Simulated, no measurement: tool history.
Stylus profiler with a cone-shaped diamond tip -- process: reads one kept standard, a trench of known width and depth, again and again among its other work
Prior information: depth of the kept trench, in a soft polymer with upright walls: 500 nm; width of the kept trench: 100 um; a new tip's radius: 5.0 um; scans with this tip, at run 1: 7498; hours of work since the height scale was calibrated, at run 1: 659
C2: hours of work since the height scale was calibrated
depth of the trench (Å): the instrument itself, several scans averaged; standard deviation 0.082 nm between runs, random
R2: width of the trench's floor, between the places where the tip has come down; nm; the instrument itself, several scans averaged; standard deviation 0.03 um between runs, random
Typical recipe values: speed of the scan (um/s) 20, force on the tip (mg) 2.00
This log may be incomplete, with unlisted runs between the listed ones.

Run 1, hour 0.0: usual settings; scans with this tip 7498; C2 659. Result: depth of the trench (Å) 5064.5, R2 94520 nm.
Run 2, hour 32.7: usual settings but speed of the scan (um/s) 8; scans with this tip 7673; C2 674. Result: depth of the trench (Å) 5062.8, R2 94490 nm.
Run 3, hour 66.7: usual settings but speed of the scan (um/s) 8; scans with this tip 7854; C2 690. Result: depth of the trench (Å) 5062.6, R2 94480 nm.
Run 4, hour 93.5: usual settings but speed of the scan (um/s) 15; scans with this tip 7996; C2 703. Result: depth of the trench (Å) 5063.8, R2 94380 nm.
Run 5, hour 117.0: usual settings but speed of the scan (um/s) 15; scans with this tip 8122; C2 714. Result: depth of the trench (Å) 5063.7, R2 94360 nm.
Run 6, hour 156.8: usual settings but speed of the scan (um/s) 9; scans with this tip 8334; C2 732. Result: depth of the trench (Å) 5063.6, R2 94440 nm.
Run 7, hour 182.3: usual settings but speed of the scan (um/s) 47; scans with this tip 8470; C2 744. Result: depth of the trench (Å) 5064.3, R2 94140 nm.
Run 8, hour 200.8: usual settings but speed of the scan (um/s) 47; scans with this tip 8568; C2 753. Result: depth of the trench (Å) 5064.6, R2 94150 nm.
At hour 204.4: height scale calibrated on a step standard.
Run 9, hour 231.7: usual settings but speed of the scan (um/s) 47; scans with this tip 8730; C2 13. Result: depth of the trench (Å) 5067.3, R2 94110 nm.
Run 10, hour 260.4: usual settings but speed of the scan (um/s) 47; scans with this tip 8883; C2 26. Result: depth of the trench (Å) 5066.8, R2 94070 nm.
Run 11, hour 300.7: usual settings but speed of the scan (um/s) 22, force on the tip (mg) 1.30; scans with this tip 9098; C2 45. Result: depth of the trench (Å) 5052.9, R2 94230 nm.
Run 12, hour 321.0: usual settings but speed of the scan (um/s) 10, force on the tip (mg) 1.00; scans with this tip 9206; C2 55. Result: depth of the trench (Å) 5046.0, R2 94270 nm.
Run 13, hour 350.7: usual settings but speed of the scan (um/s) 18, force on the tip (mg) 1.05; scans with this tip 9364; C2 68. Result: depth of the trench (Å) 5047.2, R2 94230 nm.
Run 14, hour 376.4: usual settings but speed of the scan (um/s) 18, force on the tip (mg) 1.05; scans with this tip 9501; C2 80. Result: depth of the trench (Å) 5047.0, R2 94150 nm.
At hour 381.5: height scale calibrated on a step standard, once more.
Run 15, hour 413.8: usual settings but force on the tip (mg) 1.51; scans with this tip 9697; C2 15. Result: depth of the trench (Å) 5049.1, R2 94140 nm.
Run 16, hour 453.6: usual settings but speed of the scan (um/s) 16, force on the tip (mg) 1.20; scans with this tip 9909; C2 34. Result: depth of the trench (Å) 5042.9, R2 94120 nm.
Run 17, hour 491.2: usual settings but speed of the scan (um/s) 13; scans with this tip 10110; C2 51. Result: depth of the trench (Å) 5060.2, R2 94170 nm.
Run 18, hour 516.6: usual settings but speed of the scan (um/s) 7, force on the tip (mg) 1.26; scans with this tip 10245; C2 63. Result: depth of the trench (Å) 5044.9, R2 94170 nm.

Branching from run 18: 3 alternative next runs. What would each branch give?
Run A, hour 541.4: usual settings but speed of the scan (um/s) 34, force on the tip (mg) 3.78; scans with this tip 10377; C2 75. Result: depth of the trench (Å) ?, R2 ?.
Run B, hour 541.4: usual settings but force on the tip (mg) 0.83; scans with this tip 10377; C2 75. Result: depth of the trench (Å) ?, R2 ?.
Run C, hour 541.4: usual settings but speed of the scan (um/s) 7, force on the tip (mg) 0.68; scans with this tip 10377; C2 75. Result: depth of the trench (Å) ?, R2 ?.

run  depth of the trench (Å)     R2
  A                   5091.4  94040
  B                   5032.9  94010
  C                   5028.2  94150
Without the tool's hidden state the same runs would have given:
run  depth of the trench (Å)     R2
  A                   5090.4  95470
  B                   5031.9  95440
  C                   5027.2  95580

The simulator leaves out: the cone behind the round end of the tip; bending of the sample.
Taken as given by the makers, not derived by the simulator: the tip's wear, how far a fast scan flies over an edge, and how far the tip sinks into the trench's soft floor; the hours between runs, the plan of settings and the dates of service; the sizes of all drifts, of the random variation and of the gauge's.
